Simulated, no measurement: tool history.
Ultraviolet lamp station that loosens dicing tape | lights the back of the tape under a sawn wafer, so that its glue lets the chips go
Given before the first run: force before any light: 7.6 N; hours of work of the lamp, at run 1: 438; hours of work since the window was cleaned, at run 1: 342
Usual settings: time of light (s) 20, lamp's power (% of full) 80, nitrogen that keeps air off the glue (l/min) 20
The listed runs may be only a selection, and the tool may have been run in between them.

| run | day | time of light (s) | lamp's power (% of full) | nitrogen that keeps air off the glue (l/min) | hours of work of the lamp | hours of work since the window was cleaned | force that peels the tape off (N) | light that reached the tape (mJ/cm2) |
|---|---|---|---|---|---|---|---|---|
| 1 | 0.000 | 20 | 80 | 20 | 438 | 342 | 0.209 | 389 |
| 2 | 1.942 | 20 | 80 | 20 | 460 | 364 | 0.210 | 393 |
| 3 | 2.838 | 20 | 80 | 20 | 471 | 374 | 0.186 | 394 |
| 4 | 4.138 | 20 | 80 | 20 | 486 | 390 | 0.202 | 394 |
| 5 | 5.975 | 39 | 80 | 20 | 507 | 411 | 0.145 | 766 |
| 6 | 7.404 | 39 | 80 | 20 | 524 | 427 | 0.152 | 764 |
| 7 | 9.004 | 20 | 80 | 20 | 542 | 446 | 0.186 | 390 |
| 8 | 10.808 | 20 | 80 | 20 | 563 | 467 | 0.209 | 391 |
| 9 | 12.192 | 31 | 80 | 20 | 579 | 483 | 0.145 | 607 |
| 10 | 14.238 | 31 | 70 | 20 | 603 | 507 | 0.149 | 528 |
| 11 | 15.850 | 31 | 64 | 20 | 622 | 525 | 0.161 | 486 |
| 12 | 17.112 | 23 | 80 | 20 | 636 | 540 | 0.165 | 453 |
| 13 | 18.558 | 23 | 80 | 20 | 653 | 557 | 0.181 | 449 |
| 14 | 20.483 | 23 | 80 | 20 | 675 | 579 | 0.175 | 451 |
| 15 | 21.429 | 23 | 80 | 20 | 686 | 590 | 0.170 | 449 |
| 16 | 22.346 | 23 | 80 | 20 | 697 | 601 | 0.170 | 447 |
| 17 | 24.242 | 23 | 80 | 20 | 719 | 623 | 0.172 | 453 |
| 18 | 25.667 | 23 | 80 | 20 | 735 | 639 | 0.175 | 452 |
|  | 26.217 | window cleaned of glue's vapour |
| 19 | 26.879 | 23 | 80 | 20 | 749 | 8 | 0.178 | 448 |
| 20 | 28.067 | 23 | 64 | 20 | 763 | 21 | 0.229 | 359 |
| 21 | 29.196 | 11 | 67 | 11 | 776 | 35 | 1.387 | 178 |
| 22 | 30.658 | 11 | 90 | 11 | 793 | 52 | 0.798 | 241 |
| 23 | 32.400 | 25 | 75 | 14 | 813 | 72 | 0.196 | 453 |
| 24 | 33.842 | 14 | 79 | 7 | 830 | 88 | 0.917 | 266 |
| 25 | 35.550 | 40 | 80 | 20 | 850 | 108 | 0.158 | 774 |
| 26 | 36.579 | 16 | 61 | 13 | 862 | 120 | 0.709 | 239 |
| 27 | 38.683 | 38 | 61 | 16 | 886 | 145 | 0.158 | 573 |
| 28 | 40.508 | 15 | 80 | 20 | 907 | 166 | 0.316 | 294 |
| 29 | 42.033 | 11 | 80 | 18 | 925 | 183 | 0.671 | 217 |
| 30 | 44.058 | 11 | 80 | 18 | 948 | 207 | 0.681 | 217 |
| 31 | 45.404 | 31 | 85 | 7 | 964 | 222 | 0.190 | 644 |
| 32 | 46.450 | 31 | 85 | 7 | 976 | 235 | 0.173 | 647 |
| 33 | 48.225 | 31 | 76 | 7 | 997 | 255 | 0.217 | 579 |
| 34 | 49.117 | 11 | 76 | 15 | 1007 | 266 | 0.896 | 207 |

Predict each of these 3 candidate next runs independently; none follows another, all start after run 34:
| A | 50.862 | 12 | 80 | 20 | 1027 | 286 | ? | ? |
| B | 50.862 | 20 | 72 | 20 | 1027 | 286 | ? | ? |
| C | 50.862 | 32 | 65 | 20 | 1027 | 286 | ? | ? |

| run | force that peels the tape off (N) | light that reached the tape (mJ/cm2) |
|---|---|---|
| A | 0.536 | 240 |
| B | 0.232 | 349 |
| C | 0.171 | 507 |
With the hidden condition removed and each run's random variation left untouched, the same runs would have given:
| run | force that peels the tape off (N) | light that reached the tape (mJ/cm2) |
|---|---|---|
| A | 0.533 | 240 |
| B | 0.231 | 350 |
| C | 0.171 | 508 |
